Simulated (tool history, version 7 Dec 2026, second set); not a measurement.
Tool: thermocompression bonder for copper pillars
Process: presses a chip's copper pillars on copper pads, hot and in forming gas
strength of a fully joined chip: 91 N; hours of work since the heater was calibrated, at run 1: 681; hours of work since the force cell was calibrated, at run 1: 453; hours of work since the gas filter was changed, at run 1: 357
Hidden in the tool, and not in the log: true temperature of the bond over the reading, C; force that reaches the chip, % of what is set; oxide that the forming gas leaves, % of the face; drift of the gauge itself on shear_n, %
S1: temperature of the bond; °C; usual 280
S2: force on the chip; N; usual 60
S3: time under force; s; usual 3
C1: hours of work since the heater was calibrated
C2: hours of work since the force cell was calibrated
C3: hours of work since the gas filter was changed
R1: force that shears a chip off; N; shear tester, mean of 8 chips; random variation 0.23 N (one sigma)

run,hour,S1,S2,S3,C1,C2,C3,R1
1,0.0,280,60,3,681,453,357,58.6
2,30.1,280,60,3,696,468,372,58.4
3,52.0,280,51,3,708,479,384,55.3
4,94.3,280,42,3,730,501,405,51.0
5,120.6,280,42,3,743,515,419,51.1
6,166.2,280,60,3,766,538,442,58.4
# hour 192.3: forming gas filter changed
7,210.7,280,60,3,789,561,9,58.8
8,263.5,280,60,3,816,588,37,58.2
9,299.6,280,60,3,835,607,55,58.8
10,335.5,280,60,3,853,625,74,58.4
11,387.4,280,60,3,880,652,100,58.5
12,410.6,280,60,3,892,664,112,58.3
13,433.1,280,60,3,904,675,124,58.3
14,462.0,261,60,3,918,690,139,50.9
15,492.1,280,60,3,934,706,154,58.4
16,535.2,280,60,3,956,728,176,58.6
17,559.9,280,60,5,969,741,189,67.3
18,593.2,280,60,9,986,758,206,75.7
19,627.7,280,60,3,1004,775,224,58.7
20,660.5,280,60,3,1021,792,241,58.6

Forecast run 21:
21,690.9,280,63,7,1036,808,257,?

{"run 21": {"R1": 73.2}}
Without the tool's hidden state the same run would have given R1 73.2 N.
